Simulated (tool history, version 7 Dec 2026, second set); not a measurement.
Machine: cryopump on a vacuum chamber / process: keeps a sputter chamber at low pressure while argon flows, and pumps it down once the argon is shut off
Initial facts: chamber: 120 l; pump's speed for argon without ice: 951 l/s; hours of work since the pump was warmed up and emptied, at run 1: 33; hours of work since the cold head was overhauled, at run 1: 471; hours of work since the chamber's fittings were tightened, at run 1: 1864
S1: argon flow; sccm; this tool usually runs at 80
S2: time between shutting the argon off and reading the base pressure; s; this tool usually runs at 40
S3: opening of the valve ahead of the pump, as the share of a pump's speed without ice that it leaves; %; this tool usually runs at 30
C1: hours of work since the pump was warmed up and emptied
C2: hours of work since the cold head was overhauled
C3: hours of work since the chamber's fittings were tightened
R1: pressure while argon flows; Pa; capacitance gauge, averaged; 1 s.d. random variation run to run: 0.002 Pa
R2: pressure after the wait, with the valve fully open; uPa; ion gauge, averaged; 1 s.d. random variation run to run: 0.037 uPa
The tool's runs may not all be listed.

Run 1, hour 0: usual settings; C1 33; C2 471; C3 1864. Result: R1 0.4803 Pa, R2 3.72 uPa.
Run 2, hour 15.9: usual settings but S2 256 s; C1 47; C2 484; C3 1878. Result: R1 0.4795 Pa, R2 2.29 uPa.
Run 3, hour 29.5: usual settings but S2 256 s; C1 58; C2 496; C3 1889. Result: R1 0.4827 Pa, R2 2.24 uPa.
Run 4, hour 42.9: usual settings but S1 76 sccm; C1 69; C2 507; C3 1900. Result: R1 0.4618 Pa, R2 3.74 uPa.
Run 5, hour 67.9: usual settings but S1 76 sccm; C1 90; C2 528; C3 1921. Result: R1 0.4631 Pa, R2 3.89 uPa.
Run 6, hour 86.3: usual settings but S1 76 sccm; C1 105; C2 543; C3 1936. Result: R1 0.4634 Pa, R2 3.98 uPa.
Run 7, hour 113.7: usual settings but S1 76 sccm; C1 128; C2 566; C3 1959. Result: R1 0.4655 Pa, R2 3.92 uPa.
Run 8, hour 131.1: usual settings but S1 76 sccm; C1 143; C2 580; C3 1974. Result: R1 0.4692 Pa, R2 4.01 uPa.
Run 9, hour 144.9: usual settings; C1 154; C2 592; C3 1985. Result: R1 0.4911 Pa, R2 4.02 uPa.
Run 10, hour 156.9: usual settings; C1 164; C2 602; C3 1995. Result: R1 0.4956 Pa, R2 3.99 uPa.
Run 11, hour 171.8: usual settings but S1 92 sccm; C1 176; C2 614; C3 2007. Result: R1 0.5767 Pa, R2 4 uPa.
Run 12, hour 195.9: usual settings but S1 106 sccm; C1 196; C2 634; C3 2028. Result: R1 0.6637 Pa, R2 4.16 uPa.
Run 13, hour 219.6: usual settings but S1 106 sccm; C1 216; C2 654; C3 2047. Result: R1 0.6652 Pa, R2 4.11 uPa.
Run 14, hour 235.2: usual settings; C1 229; C2 667; C3 2060. Result: R1 0.5041 Pa, R2 4.31 uPa.
Run 15, hour 256.7: usual settings; C1 247; C2 685; C3 2078. Result: R1 0.5076 Pa, R2 4.24 uPa.
Run 16, hour 281.3: usual settings but S1 72 sccm; C1 268; C2 705; C3 2099. Result: R1 0.4619 Pa, R2 4.28 uPa.
Run 17, hour 307.4: usual settings but S1 78 sccm, S2 65 s, S3 28 %; C1 289; C2 727; C3 2120. Result: R1 0.535 Pa, R2 3.83 uPa.
Run 18, hour 322.6: usual settings but S1 68 sccm, S2 32 s, S3 15 %; C1 302; C2 740; C3 2133. Result: R1 0.8473 Pa, R2 4.94 uPa.
Run 19, hour 343.8: usual settings but S1 136 sccm, S2 96 s, S3 28 %; C1 320; C2 757; C3 2151. Result: R1 0.9393 Pa, R2 3.51 uPa.
Run 20, hour 365.5: usual settings but S1 43 sccm, S3 23 %; C1 338; C2 775; C3 2169. Result: R1 0.3599 Pa, R2 4.6 uPa.
Run 21, hour 387.8: usual settings but S1 34 sccm, S2 271 s, S3 54 %; C1 356; C2 794; C3 2187. Result: R1 0.134 Pa, R2 3.19 uPa.
Run 22, hour 407.3: usual settings but S1 34 sccm, S2 271 s, S3 54 %; C1 372; C2 810; C3 2203. Result: R1 0.136 Pa, R2 3.33 uPa.
Run 23, hour 433.9: usual settings but S1 48 sccm, S2 47 s, S3 31 %; C1 395; C2 832; C3 2226. Result: R1 0.3097 Pa, R2 4.52 uPa.
Run 24, hour 448.2: usual settings but S1 48 sccm, S2 47 s, S3 31 %; C1 406; C2 844; C3 2238. Result: R1 0.3141 Pa, R2 4.71 uPa.
At hour 468: pump warmed up, emptied and cooled again.
Run 25, hour 468.1: usual settings but S2 91 s, S3 22 %; C1 0; C2 857; C3 2250. Result: R1 0.6545 Pa, R2 2.9 uPa.
Run 26, hour 495.5: usual settings but S1 101 sccm, S2 284 s, S3 21 %; C1 23; C2 879; C3 2273. Result: R1 0.8622 Pa, R2 2.51 uPa.
Run 27, hour 518.7: usual settings but S1 116 sccm, S2 226 s; C1 42; C2 899; C3 2292. Result: R1 0.6969 Pa, R2 2.61 uPa.
Run 28, hour 540.5: usual settings but S1 37 sccm, S2 245 s; C1 60; C2 917; C3 2310. Result: R1 0.2222 Pa, R2 2.72 uPa.
Run 29, hour 557.8: usual settings but S2 93 s; C1 75; C2 931; C3 2325. Result: R1 0.485 Pa, R2 3.22 uPa.
Run 30, hour 581.8: usual settings but S1 43 sccm, S2 93 s, S3 22 %; C1 95; C2 951; C3 2345. Result: R1 0.3541 Pa, R2 3.24 uPa.
Run 31, hour 597.8: usual settings but S1 43 sccm, S2 93 s, S3 22 %; C1 108; C2 964; C3 2358. Result: R1 0.3547 Pa, R2 3.32 uPa.

Hidden condition of the tool, last listed run before each entry between runs versus first listed run after:
Run 24 -> run 25: pump warmed up, emptied and cooled again (hour 468)
  pump's speed, % of a pump's without ice: 70 -> 99.5; cold plate's temperature, K: 12.57 -> 12.58; leak into the chamber, uPa l/s: 2102 -> 2110
  measured value less the no-hidden-state value, R1: +0.0381 -> +0.0024 Pa; R2: +2.89 -> +1.9 uPa
